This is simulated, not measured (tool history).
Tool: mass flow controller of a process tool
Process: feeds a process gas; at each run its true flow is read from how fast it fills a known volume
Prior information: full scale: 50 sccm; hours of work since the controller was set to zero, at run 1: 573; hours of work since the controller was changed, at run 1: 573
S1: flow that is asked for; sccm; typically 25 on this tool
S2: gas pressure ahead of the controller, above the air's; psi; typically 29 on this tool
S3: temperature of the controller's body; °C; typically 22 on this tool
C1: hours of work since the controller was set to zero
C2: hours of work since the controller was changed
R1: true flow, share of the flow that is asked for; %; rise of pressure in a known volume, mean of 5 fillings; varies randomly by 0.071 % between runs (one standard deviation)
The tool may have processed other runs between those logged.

Run 1, hour 0: usual settings; C1 573; C2 573. Result: R1 99.49 %.
Run 2, hour 92.1: usual settings but S1 12 sccm; C1 617; C2 617. Result: R1 99.09 %.
Run 3, hour 170.4: usual settings but S1 10 sccm; C1 654; C2 654. Result: R1 99.07 %.
Run 4, hour 263.2: usual settings but S3 20 °C; C1 698; C2 698. Result: R1 99.56 %.
Run 5, hour 327.8: usual settings but S3 20 °C; C1 729; C2 729. Result: R1 99.74 %.
Run 6, hour 405: usual settings but S2 31.5 psi; C1 766; C2 766. Result: R1 99.48 %.
Run 7, hour 444.5: usual settings but S2 31.5 psi, S3 36 °C; C1 785; C2 785. Result: R1 98.44 %.
Run 8, hour 493.6: usual settings but S2 31.5 psi, S3 36 °C; C1 808; C2 808. Result: R1 98.39 %.
Run 9, hour 540.2: usual settings; C1 830; C2 830. Result: R1 99.49 %.
Run 10, hour 630.8: usual settings; C1 873; C2 873. Result: R1 99.47 %.
Run 11, hour 683.6: usual settings; C1 899; C2 899. Result: R1 99.48 %.
Run 12, hour 751.1: usual settings; C1 931; C2 931. Result: R1 99.5 %.
Run 13, hour 795.1: usual settings but S1 44 sccm; C1 952; C2 952. Result: R1 100.06 %.
Run 14, hour 879.5: usual settings but S2 30.6 psi; C1 992; C2 992. Result: R1 99.56 %.
Run 15, hour 955.9: usual settings but S2 24.4 psi; C1 1028; C2 1028. Result: R1 99.61 %.
Run 16, hour 1005.3: usual settings; C1 1052; C2 1052. Result: R1 99.49 %.
Run 17, hour 1044.4: usual settings; C1 1070; C2 1070. Result: R1 99.57 %.
Run 18, hour 1126.2: usual settings; C1 1109; C2 1109. Result: R1 99.58 %.
Run 19, hour 1212.3: usual settings; C1 1150; C2 1150. Result: R1 99.49 %.
Run 20, hour 1289.1: usual settings; C1 1187; C2 1187. Result: R1 99.33 %.
Run 21, hour 1356.4: usual settings; C1 1219; C2 1219. Result: R1 99.56 %.
Run 22, hour 1411.8: usual settings but S2 20.6 psi; C1 1245; C2 1245. Result: R1 99.67 %.
Run 23, hour 1479: usual settings but S2 20.6 psi; C1 1277; C2 1277. Result: R1 99.7 %.
Run 24, hour 1563.2: usual settings; C1 1317; C2 1317. Result: R1 99.45 %.
Run 25, hour 1607.8: usual settings but S2 39.5 psi; C1 1339; C2 1339. Result: R1 99.35 %.
Run 26, hour 1681.1: usual settings but S1 16 sccm, S2 28 psi, S3 23 °C; C1 1373; C2 1373. Result: R1 99.32 %.
Run 27, hour 1763.3: usual settings but S1 16 sccm, S2 28 psi, S3 23 °C; C1 1413; C2 1413. Result: R1 99.19 %.
Run 28, hour 1825.8: usual settings but S1 6 sccm, S2 23.9 psi, S3 36 °C; C1 1442; C2 1442. Result: R1 98.06 %.
Run 29, hour 1920.1: usual settings but S1 13 sccm, S2 27.1 psi, S3 25 °C; C1 1487; C2 1487. Result: R1 98.96 %.
Run 30, hour 1987.9: usual settings but S1 13 sccm, S2 27.1 psi, S3 25 °C; C1 1520; C2 1520. Result: R1 99 %.
Run 31, hour 2063.6: usual settings but S1 13 sccm, S2 27.1 psi, S3 25 °C; C1 1556; C2 1556. Result: R1 99.05 %.
Run 32, hour 2142.6: usual settings but S3 29 °C; C1 1593; C2 1593. Result: R1 98.93 %.
Run 33, hour 2190.5: usual settings but S1 21 sccm, S3 21 °C; C1 1616; C2 1616. Result: R1 99.45 %.
Run 34, hour 2240.1: usual settings but S2 22.6 psi; C1 1640; C2 1640. Result: R1 99.71 %.
Run 35, hour 2322.8: usual settings but S1 7 sccm, S2 36.1 psi, S3 33 °C; C1 1679; C2 1679. Result: R1 98.04 %.
Run 36, hour 2396: usual settings but S3 27 °C; C1 1714; C2 1714. Result: R1 99.16 %.
Run 37, hour 2454.6: usual settings but S3 27 °C; C1 1742; C2 1742. Result: R1 99.08 %.
Run 38, hour 2528.6: usual settings but S1 20 sccm, S2 40.5 psi, S3 27 °C; C1 1777; C2 1777. Result: R1 98.78 %.
Run 39, hour 2584.1: usual settings but S2 30.3 psi, S3 21 °C; C1 1803; C2 1803. Result: R1 99.53 %.
Run 40, hour 2626.9: usual settings but S2 30.3 psi, S3 21 °C; C1 1824; C2 1824. Result: R1 99.42 %.
Run 41, hour 2705.9: usual settings but S2 30.3 psi, S3 21 °C; C1 1861; C2 1861. Result: R1 99.51 %.
Run 42, hour 2773.4: usual settings but S2 30.3 psi, S3 21 °C; C1 1894; C2 1894. Result: R1 99.48 %.
Run 43, hour 2852.1: usual settings but S1 6 sccm, S2 33.5 psi, S3 25 °C; C1 1931; C2 1931. Result: R1 98.65 %.

The next listed run, before its measurement:
Run 44, hour 2922.6: usual settings but S1 6 sccm, S2 33.5 psi, S3 26 °C; C1 1965; C2 1965. Result: R1 ?.

Run 44 produced R1 98.55 %.
With no hidden state in the tool, this same run would have given R1 98.55 %.
